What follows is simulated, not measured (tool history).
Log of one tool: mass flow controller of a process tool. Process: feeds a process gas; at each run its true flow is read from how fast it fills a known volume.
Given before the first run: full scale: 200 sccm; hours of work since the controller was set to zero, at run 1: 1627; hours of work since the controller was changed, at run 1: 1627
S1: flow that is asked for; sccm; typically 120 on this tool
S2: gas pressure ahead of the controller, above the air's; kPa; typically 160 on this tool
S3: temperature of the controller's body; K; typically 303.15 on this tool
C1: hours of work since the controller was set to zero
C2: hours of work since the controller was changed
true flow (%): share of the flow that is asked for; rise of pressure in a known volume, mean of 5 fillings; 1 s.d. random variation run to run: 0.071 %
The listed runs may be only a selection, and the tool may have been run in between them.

run 1 hour=0.0 | S1=120 S2=160 S3=303.15 | C1=1627 C2=1627 | true_flow_(%)=99.72
run 2 hour=203.4 | S1=120 S2=160 S3=303.15 | C1=1770 C2=1770 | true_flow_(%)=99.83
run 3 hour=405.0 | S1=120 S2=160 S3=295.15 | C1=1911 C2=1911 | true_flow_(%)=98.87
run 4 hour=781.9 | S1=120 S2=160 S3=295.15 | C1=2176 C2=2176 | true_flow_(%)=98.95
run 5 hour=1154.4 | S1=120 S2=160 S3=295.15 | C1=2437 C2=2437 | true_flow_(%)=98.83
run 6 hour=1354.3 | S1=120 S2=160 S3=295.15 | C1=2578 C2=2578 | true_flow_(%)=98.86
run 7 hour=1510.5 | S1=96 S2=160 S3=303.15 | C1=2687 C2=2687 | true_flow_(%)=99.33
run 8 hour=1842.9 | S1=120 S2=176 S3=303.15 | C1=2921 C2=2921 | true_flow_(%)=99.53
run 9 hour=2139.5 | S1=120 S2=176 S3=303.15 | C1=3129 C2=3129 | true_flow_(%)=99.52
run 10 hour=2349.4 | S1=120 S2=160 S3=312.15 | C1=3276 C2=3276 | true_flow_(%)=100.43
run 11 hour=2637.3 | S1=120 S2=160 S3=312.15 | C1=3478 C2=3478 | true_flow_(%)=100.39
run 12 hour=2834.2 | S1=120 S2=188 S3=312.15 | C1=3617 C2=3617 | true_flow_(%)=100.49
run 13 hour=3182.3 | S1=120 S2=188 S3=312.15 | C1=3861 C2=3861 | true_flow_(%)=100.31
run 14 hour=3397.2 | S1=120 S2=188 S3=312.15 | C1=4012 C2=4012 | true_flow_(%)=100.27
run 15 hour=3599.2 | S1=120 S2=188 S3=312.15 | C1=4154 C2=4154 | true_flow_(%)=100.29
run 16 hour=3973.1 | S1=21 S2=148 S3=298.15 | C1=4416 C2=4416 | true_flow_(%)=97.94
run 17 hour=4138.5 | S1=120 S2=211 S3=297.15 | C1=4532 C2=4532 | true_flow_(%)=98.74
run 18 hour=4397.1 | S1=120 S2=211 S3=297.15 | C1=4714 C2=4714 | true_flow_(%)=98.71
run 19 hour=4687.8 | S1=161 S2=206 S3=301.15 | C1=4918 C2=4918 | true_flow_(%)=99.58
-- hour=4792.5 controller's zero set anew
run 20 hour=4856.1 | S1=161 S2=206 S3=301.15 | C1=45 C2=5036 | true_flow_(%)=99.45
run 21 hour=5083.1 | S1=148 S2=146 S3=304.15 | C1=204 C2=5195 | true_flow_(%)=99.74
run 22 hour=5379.0 | S1=148 S2=146 S3=304.15 | C1=412 C2=5403 | true_flow_(%)=99.71
run 23 hour=5691.3 | S1=159 S2=146 S3=313.15 | C1=631 C2=5622 | true_flow_(%)=100.64
run 24 hour=5986.6 | S1=159 S2=146 S3=313.15 | C1=838 C2=5829 | true_flow_(%)=100.71
run 25 hour=6147.9 | S1=120 S2=141 S3=303.15 | C1=951 C2=5943 | true_flow_(%)=99.33
run 26 hour=6303.4 | S1=25 S2=167 S3=297.15 | C1=1061 C2=6052 | true_flow_(%)=97.61
run 27 hour=6476.1 | S1=25 S2=167 S3=297.15 | C1=1182 C2=6173 | true_flow_(%)=97.68
run 28 hour=6834.2 | S1=88 S2=175 S3=297.15 | C1=1433 C2=6424 | true_flow_(%)=98.31
run 29 hour=7133.8 | S1=120 S2=160 S3=312.15 | C1=1644 C2=6635 | true_flow_(%)=100.06

Consider 4 possible next runs. They are alternatives, not a sequence: every one starts from the tool as it was left by run 29. What does each give?
run A hour=7501.1 | S1=46 S2=160 S3=303.15 | C1=1901 C2=6893 | true_flow_(%)=?
run B hour=7501.1 | S1=37 S2=152 S3=308.15 | C1=1901 C2=6893 | true_flow_(%)=?
run C hour=7501.1 | S1=116 S2=159 S3=313.15 | C1=1901 C2=6893 | true_flow_(%)=?
run D hour=7501.1 | S1=24 S2=249 S3=312.15 | C1=1901 C2=6893 | true_flow_(%)=?

run=A true_flow_(%)=98.41
run=B true_flow_(%)=98.80
run=C true_flow_(%)=100.18
run=D true_flow_(%)=98.93
What these runs would have given with no unlogged condition in the tool:
run=A true_flow_(%)=99.00
run=B true_flow_(%)=99.39
run=C true_flow_(%)=100.78
run=D true_flow_(%)=99.52
